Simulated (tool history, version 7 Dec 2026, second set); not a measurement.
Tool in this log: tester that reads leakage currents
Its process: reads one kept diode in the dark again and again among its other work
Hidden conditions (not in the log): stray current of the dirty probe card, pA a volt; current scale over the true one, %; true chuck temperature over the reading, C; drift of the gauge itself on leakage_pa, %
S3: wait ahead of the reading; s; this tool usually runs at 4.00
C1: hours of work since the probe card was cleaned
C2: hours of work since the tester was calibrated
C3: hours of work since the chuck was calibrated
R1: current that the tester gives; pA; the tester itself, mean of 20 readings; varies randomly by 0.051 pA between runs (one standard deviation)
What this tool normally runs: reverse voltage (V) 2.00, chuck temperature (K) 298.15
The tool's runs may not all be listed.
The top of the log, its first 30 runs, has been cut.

{"run": 31, "hour": 4421.7, "reverse voltage (V)": 2.65, "chuck temperature (K)": 298.15, "S3": 4.0, "C1": 2491, "C2": 638, "C3": 1271, "R1": 7.74}
{"run": 32, "hour": 4529.0, "reverse voltage (V)": 2.9, "chuck temperature (K)": 331.15, "S3": 4.52, "C1": 2572, "C2": 720, "C3": 1353, "R1": 40.76}
{"hour": 4621.6, "done": "chuck's temperature calibrated"}
{"run": 33, "hour": 4660.6, "reverse voltage (V)": 2.0, "chuck temperature (K)": 298.15, "S3": 8.21, "C1": 2671, "C2": 818, "C3": 30, "R1": 6.45}
{"run": 34, "hour": 4827.3, "reverse voltage (V)": 2.0, "chuck temperature (K)": 298.15, "S3": 8.21, "C1": 2798, "C2": 946, "C3": 157, "R1": 6.54}
{"hour": 4900.1, "done": "probe card cleaned and baked"}
{"run": 35, "hour": 4949.5, "reverse voltage (V)": 2.0, "chuck temperature (K)": 298.15, "S3": 8.21, "C1": 38, "C2": 1036, "C3": 248, "R1": 3.29}
{"run": 36, "hour": 5095.8, "reverse voltage (V)": 1.39, "chuck temperature (K)": 294.15, "S3": 1.37, "C1": 149, "C2": 1148, "C3": 359, "R1": 2.26}
{"run": 37, "hour": 5305.2, "reverse voltage (V)": 1.32, "chuck temperature (K)": 306.15, "S3": 1.37, "C1": 309, "C2": 1308, "C3": 519, "R1": 5.05}
{"run": 38, "hour": 5452.5, "reverse voltage (V)": 1.32, "chuck temperature (K)": 306.15, "S3": 1.37, "C1": 421, "C2": 1420, "C3": 631, "R1": 5.09}
{"run": 39, "hour": 5626.4, "reverse voltage (V)": 6.28, "chuck temperature (K)": 300.15, "S3": 1.81, "C1": 554, "C2": 1553, "C3": 764, "R1": 10.34}

3 ways to go on from here, each from the tool as it stands after run 39. What would each give?
{"run": "A", "hour": 5806.9, "reverse voltage (V)": 2.0, "chuck temperature (K)": 298.15, "S3": 1.1, "C1": 692, "C2": 1690, "C3": 902, "R1": "?"}
{"run": "B", "hour": 5806.9, "reverse voltage (V)": 1.33, "chuck temperature (K)": 300.15, "S3": 0.65, "C1": 692, "C2": 1690, "C3": 902, "R1": "?"}
{"run": "C", "hour": 5806.9, "reverse voltage (V)": 6.28, "chuck temperature (K)": 300.15, "S3": 1.81, "C1": 692, "C2": 1690, "C3": 902, "R1": "?"}

run=A R1=4.57
run=B R1=4.03
run=C R1=10.67
With the hidden condition removed and each run's random variation left untouched, the same runs would have given:
run=A R1=3.88
run=B R1=3.61
run=C R1=8.37
